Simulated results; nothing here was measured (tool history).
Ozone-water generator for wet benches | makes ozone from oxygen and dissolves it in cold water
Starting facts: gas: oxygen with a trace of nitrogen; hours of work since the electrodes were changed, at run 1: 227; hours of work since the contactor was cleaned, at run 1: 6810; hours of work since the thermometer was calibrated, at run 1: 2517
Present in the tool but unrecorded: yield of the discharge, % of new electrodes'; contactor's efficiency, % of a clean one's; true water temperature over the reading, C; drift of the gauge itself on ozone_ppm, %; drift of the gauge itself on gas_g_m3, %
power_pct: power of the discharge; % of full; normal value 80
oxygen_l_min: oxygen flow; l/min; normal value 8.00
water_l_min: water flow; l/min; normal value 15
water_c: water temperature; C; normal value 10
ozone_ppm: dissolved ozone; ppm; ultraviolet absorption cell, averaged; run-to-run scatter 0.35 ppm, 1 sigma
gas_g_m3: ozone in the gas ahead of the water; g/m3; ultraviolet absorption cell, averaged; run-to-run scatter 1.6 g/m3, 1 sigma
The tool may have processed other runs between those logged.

run	hour	power_pct	oxygen_l_min	water_l_min	water_c	hours of work since the electrodes were changed	hours of work since the contactor was cleaned	hours of work since the thermometer was calibrated	ozone_ppm	gas_g_m3
1	0.0	80	8.00	15	10	227	6810	2517	56.1	310.6
2	96.0	80	12.60	15	10	292	6876	2583	49.8	230.9
3	215.6	80	12.60	15	10	374	6957	2664	49.9	232.2
4	277.8	80	12.60	15	10	416	7000	2707	50.1	235.1
5	368.3	80	12.60	15	10	478	7061	2768	50.0	233.7
6	424.4	80	12.60	15	10	516	7099	2806	50.7	235.0
7	527.5	87	8.00	15	10	586	7170	2877	59.6	333.4
8	611.3	80	4.47	15	10	643	7227	2934	60.2	449.1
9	720.9	80	8.00	19	10	718	7301	3008	48.3	312.9
10	820.6	80	8.00	15	10	786	7369	3076	55.8	314.4
11	911.7	80	8.00	15	10	848	7431	3138	56.0	316.8
12	968.1	80	8.00	15	10	886	7470	3177	56.0	317.6
13	1041.7	80	8.00	15	10	937	7520	3227	56.2	318.2
14	1142.2	80	8.00	15	10	1005	7589	3295	56.4	313.8
# hour 1148.8: gauge calibrated
15	1247.7	80	8.00	16	10	1077	7660	3367	54.1	307.7
16	1329.5	80	8.00	16	10	1133	7716	3423	53.8	311.3
17	1394.6	80	8.00	16	10	1177	7760	3467	53.7	310.7
18	1478.8	80	8.00	16	10	1234	7818	3525	54.0	311.9
19	1597.8	80	8.00	9	10	1316	7899	3606	73.8	316.9
20	1648.4	66	8.00	10	10	1350	7933	3640	59.3	266.8
21	1733.3	66	8.00	10	10	1408	7991	3698	59.3	265.4
22	1784.9	66	8.00	10	16	1443	8026	3733	51.6	271.9
23	1877.4	59	11.30	13	7	1506	8089	3796	46.7	196.7
24	1954.2	59	11.30	13	7	1558	8142	3849	46.3	199.0
25	2026.4	59	11.30	13	7	1608	8191	3898	46.6	198.1
26	2096.7	80	14.27	13	7	1655	8239	3946	55.3	220.3
27	2152.7	57	5.76	18	8	1694	8277	3984	40.1	296.4
28	2236.5	80	8.00	15	11	1751	8334	4041	55.0	315.2
29	2322.9	80	8.00	15	11	1810	8393	4100	54.7	317.8
# hour 2394.8: contactor cleaned
30	2433.4	80	8.00	19	6	1882	26	4172	51.7	318.5
31	2514.3	55	8.00	14	12	1937	81	4228	42.0	236.3
# hour 2538.7: water thermometer calibrated
32	2624.8	55	8.00	10	15	2012	156	59	46.2	234.7
33	2733.6	51	8.00	15	10	2086	231	133	38.5	221.8

Branching from run 33: 3 alternative next runs. What would each branch give?
A	2809.0	51	7.86	15	7	2138	282	184	?	?
B	2809.0	79	11.75	19	10	2138	282	184	?	?
C	2809.0	49	8.00	13	9	2138	282	184	?	?

run	ozone_ppm	gas_g_m3
A	40.7	224.3
B	44.2	249.4
C	41.6	214.6
Take away the tool's hidden state, keep each run's random variation, and the runs would have read:
run	ozone_ppm	gas_g_m3
A	40.7	215.7
B	44.2	239.8
C	41.6	206.2

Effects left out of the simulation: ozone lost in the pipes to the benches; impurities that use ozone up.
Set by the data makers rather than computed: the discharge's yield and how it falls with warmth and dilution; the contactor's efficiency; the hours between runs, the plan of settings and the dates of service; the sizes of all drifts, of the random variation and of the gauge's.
